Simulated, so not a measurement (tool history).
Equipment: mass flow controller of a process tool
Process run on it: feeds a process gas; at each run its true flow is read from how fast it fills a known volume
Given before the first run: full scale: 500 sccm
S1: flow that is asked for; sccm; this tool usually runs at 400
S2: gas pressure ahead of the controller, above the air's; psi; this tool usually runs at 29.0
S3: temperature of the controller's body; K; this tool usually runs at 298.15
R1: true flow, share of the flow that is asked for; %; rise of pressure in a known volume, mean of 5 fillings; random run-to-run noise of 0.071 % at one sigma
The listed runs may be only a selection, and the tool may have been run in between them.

| run | day | S1 | S2 | S3 | R1 |
|---|---|---|---|---|---|
| 1 | 0.000 | 400 | 29.0 | 298.15 | 99.74 |
| 2 | 7.192 | 400 | 29.0 | 298.15 | 99.65 |
| 3 | 19.125 | 400 | 29.0 | 298.15 | 99.64 |
| 4 | 26.292 | 400 | 37.4 | 298.15 | 99.89 |
| 5 | 38.546 | 400 | 37.4 | 298.15 | 99.97 |
| 6 | 48.596 | 400 | 29.0 | 298.15 | 99.50 |
| 7 | 56.829 | 400 | 29.0 | 298.15 | 99.32 |
| 8 | 67.000 | 400 | 29.0 | 298.15 | 99.34 |
| 9 | 74.475 | 400 | 29.0 | 298.15 | 99.36 |
| 10 | 83.258 | 400 | 29.0 | 298.15 | 99.40 |
| 11 | 94.338 | 400 | 29.0 | 298.15 | 99.09 |
| 12 | 103.383 | 400 | 29.0 | 298.15 | 99.22 |
| 13 | 114.938 | 400 | 29.0 | 298.15 | 99.11 |
| 14 | 121.688 | 400 | 29.0 | 298.15 | 99.03 |
| 15 | 127.362 | 400 | 29.0 | 298.15 | 99.05 |
| 16 | 136.438 | 400 | 29.0 | 298.15 | 98.96 |
| 17 | 144.796 | 400 | 21.6 | 298.15 | 98.68 |
| 18 | 150.421 | 400 | 21.6 | 298.15 | 98.54 |
| 19 | 161.262 | 400 | 29.0 | 298.15 | 98.84 |
| 20 | 167.204 | 196 | 29.0 | 298.15 | 97.94 |
| 21 | 173.775 | 400 | 30.5 | 309.15 | 97.52 |
| 22 | 181.483 | 400 | 30.5 | 309.15 | 97.48 |
|  | 182.317 | controller's zero set anew |
| 23 | 191.788 | 466 | 30.5 | 304.15 | 97.96 |
| 24 | 200.008 | 466 | 30.5 | 304.15 | 97.99 |
| 25 | 210.571 | 466 | 30.5 | 304.15 | 97.97 |
| 26 | 217.329 | 400 | 31.3 | 301.15 | 97.83 |
| 27 | 228.829 | 400 | 20.3 | 296.15 | 97.92 |
| 28 | 235.458 | 191 | 26.7 | 307.15 | 95.75 |
| 29 | 242.121 | 56 | 28.7 | 300.15 | 92.36 |

Run 30 has not been measured yet. What should we expect?
|  | 245.112 | controller's zero set anew, once more |
| 30 | 247.950 | 56 | 28.7 | 300.15 | ? |

R1: 97.18 %
With the hidden condition absent and the run-to-run variation left alone, this run would have shown R1 98.85 %.

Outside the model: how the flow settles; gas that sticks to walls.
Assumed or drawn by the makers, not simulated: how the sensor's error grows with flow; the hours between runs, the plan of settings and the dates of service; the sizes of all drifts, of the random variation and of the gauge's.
